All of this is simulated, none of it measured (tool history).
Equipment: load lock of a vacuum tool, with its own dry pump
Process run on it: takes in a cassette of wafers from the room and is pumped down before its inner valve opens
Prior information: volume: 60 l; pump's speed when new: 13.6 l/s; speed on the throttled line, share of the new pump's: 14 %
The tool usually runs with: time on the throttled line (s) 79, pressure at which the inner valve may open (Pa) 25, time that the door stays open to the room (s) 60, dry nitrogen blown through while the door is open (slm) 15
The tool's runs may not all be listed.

| run | hour | time on the throttled line (s) | pressure at which the inner valve may open (Pa) | time that the door stays open to the room (s) | dry nitrogen blown through while the door is open (slm) | incoming humidity of the room's air, % | time from the closed door until the inner valve may open (s) | rise of the pressure with all valves shut (Pa/min) |
|---|---|---|---|---|---|---|---|---|
| 1 | 0.0 | 79 | 25 | 60 | 15 | 46.0 | 105.5 | 0.257 |
| 2 | 76.9 | 79 | 25 | 28 | 15 | 46.2 | 105.9 | 0.237 |
| 3 | 152.2 | 79 | 25 | 28 | 15 | 43.6 | 105.3 | 0.246 |
| 4 | 276.7 | 79 | 25 | 60 | 15 | 45.5 | 105.5 | 0.271 |
| 5 | 438.9 | 79 | 25 | 60 | 15 | 47.9 | 106.1 | 0.287 |
| 6 | 531.9 | 79 | 25 | 60 | 15 | 46.3 | 106.1 | 0.289 |
| 7 | 622.5 | 79 | 25 | 60 | 15 | 40.0 | 105.7 | 0.292 |

Predict the results of run 8:
| 8 | 793.7 | 79 | 25 | 60 | 15 | 48.7 | ? | ? |

{"run 8": {"time from the closed door until the inner valve may open (s)": 105.8, "rise of the pressure with all valves shut (Pa/min)": 0.311}}
With the hidden condition absent and the run-to-run variation left alone, this run would have shown time from the closed door until the inner valve may open (s) 105.1, rise of the pressure with all valves shut (Pa/min) 0.042.
